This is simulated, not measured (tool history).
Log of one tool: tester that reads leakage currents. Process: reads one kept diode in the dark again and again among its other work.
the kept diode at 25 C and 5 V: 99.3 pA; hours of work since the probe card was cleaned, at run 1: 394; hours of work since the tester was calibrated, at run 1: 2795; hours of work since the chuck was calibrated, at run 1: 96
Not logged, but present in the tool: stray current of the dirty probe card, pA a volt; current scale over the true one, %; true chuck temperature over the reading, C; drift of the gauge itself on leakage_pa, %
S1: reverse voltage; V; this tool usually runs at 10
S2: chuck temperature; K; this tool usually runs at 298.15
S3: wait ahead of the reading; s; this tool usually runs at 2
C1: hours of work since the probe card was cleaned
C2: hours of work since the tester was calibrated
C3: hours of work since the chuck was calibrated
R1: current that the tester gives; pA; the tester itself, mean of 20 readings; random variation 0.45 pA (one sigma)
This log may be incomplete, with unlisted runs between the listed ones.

| run | hour | S1 | S2 | S3 | C1 | C2 | C3 | R1 |
|---|---|---|---|---|---|---|---|---|
| 1 | 0 | 10 | 298.15 | 2 | 394 | 2795 | 96 | 149.97 |
| 2 | 82.6 | 10 | 298.15 | 1.46 | 442 | 2843 | 145 | 150.5 |
| 3 | 180.8 | 10 | 298.15 | 2 | 499 | 2900 | 202 | 148.87 |
| 4 | 253.1 | 6.1 | 298.15 | 2 | 541 | 2943 | 244 | 111.09 |
| 5 | 320.4 | 5.8 | 298.15 | 2 | 580 | 2982 | 283 | 107.97 |
| 6 | 414.6 | 5.8 | 298.15 | 2 | 635 | 3037 | 338 | 106.48 |
| 7 | 538 | 5.8 | 298.15 | 2 | 707 | 3108 | 409 | 105.75 |
| 8 | 637 | 2.3 | 294.15 | 2.08 | 764 | 3166 | 467 | 42.74 |
|  | 650.6 | tester calibrated |
| 9 | 733.1 | 4.3 | 298.15 | 2 | 819 | 48 | 522 | 88.45 |
| 10 | 850.9 | 1 | 305.15 | 2 | 888 | 117 | 590 | 70.32 |
| 11 | 926 | 9 | 305.15 | 0.84 | 931 | 160 | 634 | 248.91 |
| 12 | 1050.2 | 1.1 | 315.15 | 8.32 | 1004 | 233 | 706 | 169.53 |
| 13 | 1173.1 | 13.2 | 309.15 | 8.52 | 1075 | 304 | 778 | 424.23 |
|  | 1190.3 | tester calibrated, once more |
| 14 | 1296.3 | 2.7 | 308.15 | 9.55 | 1146 | 62 | 848 | 153.1 |

Forecast each of these 3 alternatives for the next run:
| A | 1376.3 | 3.6 | 308.15 | 2.96 | 1192 | 108 | 895 | ? |
| B | 1376.3 | 10 | 308.15 | 2 | 1192 | 108 | 895 | ? |
| C | 1376.3 | 10 | 305.15 | 2 | 1192 | 108 | 895 | ? |

| run | R1 |
|---|---|
| A | 179.83 |
| B | 324.77 |
| C | 252.97 |
What these runs would have given with no unlogged condition in the tool:
| run | R1 |
|---|---|
| A | 199.5 |
| B | 356.83 |
| C | 276.41 |
